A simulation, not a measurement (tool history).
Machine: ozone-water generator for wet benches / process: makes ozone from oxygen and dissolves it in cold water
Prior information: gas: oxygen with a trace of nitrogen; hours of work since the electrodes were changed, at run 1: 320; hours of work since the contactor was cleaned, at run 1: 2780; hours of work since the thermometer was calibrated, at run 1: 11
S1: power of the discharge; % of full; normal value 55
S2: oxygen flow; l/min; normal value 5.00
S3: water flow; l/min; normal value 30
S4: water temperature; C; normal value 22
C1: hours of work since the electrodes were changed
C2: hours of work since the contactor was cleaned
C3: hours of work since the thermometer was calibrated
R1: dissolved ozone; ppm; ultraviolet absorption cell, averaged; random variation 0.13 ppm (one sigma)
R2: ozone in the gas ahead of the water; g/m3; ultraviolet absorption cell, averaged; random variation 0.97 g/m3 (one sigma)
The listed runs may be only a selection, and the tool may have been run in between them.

run,day,S1,S2,S3,S4,C1,C2,C3,R1,R2
1,0.000,55,5.00,30,22,320,2780,11,12.1,164.6
2,1.296,55,3.21,30,22,349,2809,40,10.4,195.7
3,3.617,55,3.21,30,22,400,2860,92,10.7,192.4
4,4.921,55,3.16,30,22,429,2889,120,10.4,196.4
5,6.754,55,3.16,30,22,470,2930,161,10.6,195.5
6,9.133,55,3.16,19,22,522,2982,214,15.5,194.3
7,10.154,99,3.16,19,22,545,3005,237,21.5,272.3
8,12.146,99,3.16,19,22,589,3049,281,21.6,271.7
9,13.683,99,3.16,19,22,623,3083,315,21.7,273.2
10,14.942,55,5.00,30,22,651,3111,343,12.1,163.2
11,17.083,55,5.00,30,22,699,3159,390,12.1,163.8
12,18.579,55,3.31,30,17,732,3192,423,11.1,189.4
13,20.054,45,7.35,22,17,765,3225,456,15.3,126.9
14,22.350,45,7.35,22,17,816,3275,507,15.4,128.2
15,23.917,48,7.35,19,17,850,3310,542,17.7,131.7
16,26.196,50,3.07,47,27,901,3361,592,5.9,186.8
17,28.271,42,3.30,32,28,947,3407,638,8.1,163.8
18,29.625,55,6.48,30,26,977,3437,668,11.7,148.2
19,30.667,55,4.90,43,30,1000,3460,691,8.2,165.6
20,32.079,75,5.00,29,16,1031,3491,723,15.6,192.7
21,33.362,55,3.74,30,22,1060,3520,751,10.7,182.2
22,34.792,55,3.74,30,22,1091,3551,783,10.8,179.7

Consider 4 possible next runs. They are alternatives, not a sequence: every one starts from the tool as it was left by run 22. What does each give?
A,36.258,55,2.76,30,22,1124,3584,815,?,?
B,36.258,53,3.74,30,22,1124,3584,815,?,?
C,36.258,62,4.18,30,24,1124,3584,815,?,?
D,36.258,58,3.74,23,23,1124,3584,815,?,?

run,R1,R2
A,9.8,204.3
B,10.7,176.1
C,11.7,187.5
D,13.9,186.4
Take away the tool's hidden state, keep each run's random variation, and the runs would have read:
run,R1,R2
A,10.9,208.0
B,11.8,179.2
C,13.0,191.2
D,15.3,190.0
